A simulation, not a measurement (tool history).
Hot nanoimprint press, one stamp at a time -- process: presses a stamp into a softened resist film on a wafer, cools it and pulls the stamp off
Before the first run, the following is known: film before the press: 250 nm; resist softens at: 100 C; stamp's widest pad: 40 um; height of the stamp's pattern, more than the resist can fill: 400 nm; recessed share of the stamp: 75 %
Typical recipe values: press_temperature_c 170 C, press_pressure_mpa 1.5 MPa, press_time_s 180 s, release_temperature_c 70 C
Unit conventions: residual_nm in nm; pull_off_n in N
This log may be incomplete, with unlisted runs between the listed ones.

| run | day | press_temperature_c | press_pressure_mpa | press_time_s | release_temperature_c | residual_nm | pull_off_n |
|---|---|---|---|---|---|---|---|
| 1 | 0 | 170 | 1.5 | 180 | 70 | 100.4 | 105 |
| 2 | 1.333 | 170 | 1.5 | 300 | 70 | 81.5 | 103 |
| 3 | 2.846 | 170 | 1.5 | 300 | 70 | 81.5 | 105 |
| 4 | 4.083 | 170 | 0.96 | 180 | 70 | 121.6 | 105 |
| 5 | 5.062 | 170 | 1.5 | 290 | 70 | 82.2 | 100 |
|  | 5.7 | stamp cleaned and given a new release coat |
| 6 | 6.575 | 170 | 1.5 | 290 | 70 | 82.6 | 103 |
| 7 | 7.929 | 170 | 1.5 | 290 | 70 | 82.6 | 102 |
| 8 | 9.462 | 170 | 1.5 | 290 | 70 | 82.2 | 99 |
| 9 | 11.054 | 170 | 1.5 | 180 | 59 | 100.5 | 130 |
| 10 | 12.667 | 170 | 1.5 | 180 | 59 | 100.1 | 126 |
|  | 13.404 | plate thermocouple calibrated |
| 11 | 13.571 | 170 | 1.5 | 180 | 59 | 100.6 | 128 |
| 12 | 14.983 | 170 | 1.34 | 117 | 70 | 124.2 | 105 |
| 13 | 16.321 | 170 | 2.25 | 109 | 60 | 102.1 | 128 |
| 14 | 17.175 | 170 | 2.25 | 109 | 60 | 101.5 | 130 |
|  | 18.383 | stamp cleaned and given a new release coat |
| 15 | 18.917 | 171 | 1.32 | 122 | 59 | 118.3 | 134 |
| 16 | 20.646 | 171 | 2.09 | 122 | 59 | 97.2 | 130 |
| 17 | 21.958 | 165 | 1.69 | 137 | 65 | 128.8 | 112 |
| 18 | 23.258 | 165 | 1.69 | 137 | 65 | 128.9 | 112 |
| 19 | 24.075 | 170 | 2.37 | 318 | 70 | 63.2 | 101 |
| 20 | 25.338 | 172 | 1.57 | 359 | 59 | 67.7 | 128 |

Estimate the outcome of run 21 from the log above:
| 21 | 27.025 | 172 | 1.57 | 359 | 59 | ? | ? |

Logged for run 21: residual_nm 67.9 nm, pull_off_n 131 N.
The same run, on a tool lacking any hidden state, would have yielded residual_nm 67.9 nm, pull_off_n 130 N.
